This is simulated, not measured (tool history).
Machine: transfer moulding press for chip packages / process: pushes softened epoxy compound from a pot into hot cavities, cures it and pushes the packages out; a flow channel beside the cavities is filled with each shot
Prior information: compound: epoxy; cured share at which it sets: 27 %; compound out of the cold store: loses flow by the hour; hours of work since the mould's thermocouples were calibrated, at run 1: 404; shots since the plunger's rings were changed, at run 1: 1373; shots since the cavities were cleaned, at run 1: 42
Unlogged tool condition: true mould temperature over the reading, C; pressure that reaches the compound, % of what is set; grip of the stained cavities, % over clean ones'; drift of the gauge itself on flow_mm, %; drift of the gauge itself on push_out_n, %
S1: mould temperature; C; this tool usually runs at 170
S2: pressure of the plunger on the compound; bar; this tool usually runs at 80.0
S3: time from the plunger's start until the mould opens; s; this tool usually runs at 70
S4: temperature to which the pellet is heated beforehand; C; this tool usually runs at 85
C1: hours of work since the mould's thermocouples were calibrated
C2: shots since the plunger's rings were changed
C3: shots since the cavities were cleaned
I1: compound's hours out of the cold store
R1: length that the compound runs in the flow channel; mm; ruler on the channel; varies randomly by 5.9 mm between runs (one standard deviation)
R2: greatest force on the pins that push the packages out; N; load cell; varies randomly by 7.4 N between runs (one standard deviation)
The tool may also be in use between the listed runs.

run   hour   S1    S2   S3  S4   C1    C2    C3    I1   R1   R2
  1    0.0  170  80.0   70  85  404  1373    42  43.9  566  317
  2   31.3  170  80.0   70  85  420  1752   421  38.8  573  406
  3   56.2  170  80.0   70  81  433  2053   722  38.9  559  482
      86.8  -- cavities cleaned with cleaning compound and waxed
  4   90.2  170  80.0   70  81  449  2447    41  34.6  561  592
  5  109.7  170  80.0   70  81  459  2683   277  32.7  564  578
  6  130.1  170  80.0   70  85  470  2931   525  47.5  536  544
     148.6  -- cavities cleaned with cleaning compound and waxed, once more
  7  156.2  170  80.0   70  86  482  3228    92  14.5  604  333
  8  187.9  170  80.0   70  86  498  3612   476  28.1  563  426
  9  209.2  170  80.0   70  86  509  3870   734  34.1  557  463
     235.0  -- plunger's sealing rings changed
 10  238.5  170  80.0   70  77  523    42  1058  22.7  617  524
     242.9  -- cavities cleaned with cleaning compound and waxed
 11  265.1  170  80.0   70  77  535   346   268  35.7  583  369
 12  283.1  170  80.0   70  85  544   564   486   9.8  644  423
 13  297.4  170  80.0   70  87  552   738   660  14.9  628  435
 14  312.8  170  80.0   70  85  560   924   846  10.1  629  496
     335.0  -- cavities cleaned with cleaning compound and waxed
 15  343.8  169  80.0   70  85  575  1281   106  41.8  562  337
 16  360.2  166  80.0   70  76  583  1480   305  11.0  647  556
 17  374.6  166  80.0   70  76  590  1655   480  21.6  607  579
 18  405.8  166  80.0   70  76  606  2033   858  46.1  555  616
     426.7  -- cavities cleaned with cleaning compound and waxed
 19  427.2  166  80.0   70  76  616  2273     6  33.4  577  385
 20  458.3  167  80.0   70  76  632  2650   383  16.0  607  520
 21  485.4  163  61.2   70  88  646  2978   711  40.8  491  699
 22  501.7  169  62.5   70  88  654  3175   908  24.7  515  522
     517.1  -- cavities cleaned with cleaning compound and waxed
 23  524.3  166  80.0  100  86  665  3431    87  13.6  600  219
 24  547.0  166  80.0  100  86  676  3706   362  28.6  569  276
 25  567.0  166  80.0   70  76  686  3948   604   9.4  613  627
     587.5  -- plunger's sealing rings changed
 26  600.3  170  80.0   73  85  702   155   977  32.2  593  444
     611.9  -- cavities cleaned with cleaning compound and waxed
     616.5  -- mould's thermocouples calibrated
 27  626.4  164  80.0   81  93    5   429   151  36.9  597  375
 28  640.5  170  92.8   70  75   12   599   321  34.2  640  436
 29  668.4  170  80.0  107  85   26   938   660  32.6  574  324

Branching from run 29: 3 alternative next runs. What would each branch give?
  A  694.1  170  99.6  70  79  39  1249  971  30.8   ?   ?
  B  694.1  165  80.0  70  79  39  1249  971  30.5   ?   ?
  C  694.1  163  80.3  70  78  39  1249  971  12.6   ?   ?

run   R1   R2
  A  649  538
  B  600  736
  C  650  952
Had the tool no hidden state, the same runs would have come out as:
run   R1   R2
  A  666  319
  B  616  432
  C  667  565
